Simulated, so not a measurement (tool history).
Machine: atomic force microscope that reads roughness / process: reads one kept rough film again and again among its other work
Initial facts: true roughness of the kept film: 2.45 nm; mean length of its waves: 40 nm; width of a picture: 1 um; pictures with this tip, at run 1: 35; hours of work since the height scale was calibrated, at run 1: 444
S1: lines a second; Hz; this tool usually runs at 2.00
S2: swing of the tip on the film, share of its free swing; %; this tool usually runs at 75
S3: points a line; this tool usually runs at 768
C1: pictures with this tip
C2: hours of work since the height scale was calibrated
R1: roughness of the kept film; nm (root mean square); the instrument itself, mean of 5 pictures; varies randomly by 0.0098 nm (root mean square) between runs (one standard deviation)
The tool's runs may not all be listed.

{"run": 1, "day": 0.0, "S1": 2.0, "S2": 75, "S3": 768, "C1": 35, "C2": 444, "R1": 2.175}
{"run": 2, "day": 1.083, "S1": 2.0, "S2": 75, "S3": 768, "C1": 68, "C2": 456, "R1": 2.102}
{"run": 3, "day": 2.0, "S1": 2.0, "S2": 75, "S3": 768, "C1": 96, "C2": 465, "R1": 2.064}
{"run": 4, "day": 2.921, "S1": 2.0, "S2": 61, "S3": 768, "C1": 123, "C2": 475, "R1": 2.073}
{"day": 3.017, "done": "new tip fitted"}
{"run": 5, "day": 3.504, "S1": 2.0, "S2": 61, "S3": 768, "C1": 14, "C2": 481, "R1": 2.293}
{"run": 6, "day": 4.508, "S1": 2.0, "S2": 75, "S3": 768, "C1": 45, "C2": 491, "R1": 2.169}
{"run": 7, "day": 5.529, "S1": 2.0, "S2": 75, "S3": 768, "C1": 76, "C2": 502, "R1": 2.087}
{"run": 8, "day": 6.629, "S1": 2.0, "S2": 75, "S3": 768, "C1": 109, "C2": 513, "R1": 2.043}
{"day": 7.233, "done": "new tip fitted"}
{"run": 9, "day": 7.308, "S1": 2.0, "S2": 75, "S3": 768, "C1": 2, "C2": 520, "R1": 2.257}
{"run": 10, "day": 8.429, "S1": 2.0, "S2": 75, "S3": 768, "C1": 36, "C2": 532, "R1": 2.178}
{"run": 11, "day": 8.938, "S1": 2.0, "S2": 75, "S3": 768, "C1": 51, "C2": 537, "R1": 2.156}
{"run": 12, "day": 9.908, "S1": 2.0, "S2": 75, "S3": 768, "C1": 80, "C2": 547, "R1": 2.078}
{"run": 13, "day": 10.492, "S1": 0.51, "S2": 89, "S3": 302, "C1": 98, "C2": 553, "R1": 2.085}
{"day": 11.421, "done": "new tip fitted"}
{"run": 14, "day": 11.462, "S1": 0.81, "S2": 56, "S3": 328, "C1": 2, "C2": 563, "R1": 2.323}
{"day": 11.6, "done": "height scale calibrated on a step standard"}
{"run": 15, "day": 12.5, "S1": 1.05, "S2": 56, "S3": 328, "C1": 32, "C2": 9, "R1": 2.261}
{"run": 16, "day": 13.033, "S1": 2.0, "S2": 75, "S3": 337, "C1": 48, "C2": 15, "R1": 2.139}
{"run": 17, "day": 14.2, "S1": 1.35, "S2": 62, "S3": 302, "C1": 83, "C2": 27, "R1": 2.148}
{"run": 18, "day": 15.167, "S1": 3.74, "S2": 57, "S3": 302, "C1": 113, "C2": 37, "R1": 2.078}
{"day": 15.588, "done": "height scale calibrated on a step standard, once more"}
{"day": 15.608, "done": "new tip fitted"}
{"run": 19, "day": 16.333, "S1": 3.74, "S2": 57, "S3": 302, "C1": 22, "C2": 8, "R1": 2.234}
{"run": 20, "day": 17.079, "S1": 2.15, "S2": 60, "S3": 495, "C1": 44, "C2": 15, "R1": 2.224}
{"run": 21, "day": 18.142, "S1": 0.91, "S2": 79, "S3": 768, "C1": 77, "C2": 26, "R1": 2.145}
{"run": 22, "day": 19.321, "S1": 0.91, "S2": 79, "S3": 768, "C1": 112, "C2": 39, "R1": 2.087}
{"day": 19.808, "done": "new tip fitted"}
{"run": 23, "day": 20.108, "S1": 1.4, "S2": 55, "S3": 768, "C1": 9, "C2": 47, "R1": 2.3}
{"run": 24, "day": 20.742, "S1": 3.5, "S2": 58, "S3": 296, "C1": 29, "C2": 53, "R1": 2.197}

Forecast each of these 5 alternatives for the next run:
{"run": "A", "day": 21.792, "S1": 3.5, "S2": 58, "S3": 587, "C1": 60, "C2": 64, "R1": "?"}
{"run": "B", "day": 21.792, "S1": 2.27, "S2": 58, "S3": 490, "C1": 60, "C2": 64, "R1": "?"}
{"run": "C", "day": 21.792, "S1": 3.5, "S2": 58, "S3": 765, "C1": 60, "C2": 64, "R1": "?"}
{"run": "D", "day": 21.792, "S1": 3.5, "S2": 68, "S3": 588, "C1": 60, "C2": 64, "R1": "?"}
{"run": "E", "day": 21.792, "S1": 2.64, "S2": 67, "S3": 296, "C1": 60, "C2": 64, "R1": "?"}

run=A R1=2.155
run=B R1=2.171
run=C R1=2.149
run=D R1=2.113
run=E R1=2.123
What these runs would have given with no unlogged condition in the tool:
run=A R1=2.280
run=B R1=2.298
run=C R1=2.275
run=D R1=2.235
run=E R1=2.247

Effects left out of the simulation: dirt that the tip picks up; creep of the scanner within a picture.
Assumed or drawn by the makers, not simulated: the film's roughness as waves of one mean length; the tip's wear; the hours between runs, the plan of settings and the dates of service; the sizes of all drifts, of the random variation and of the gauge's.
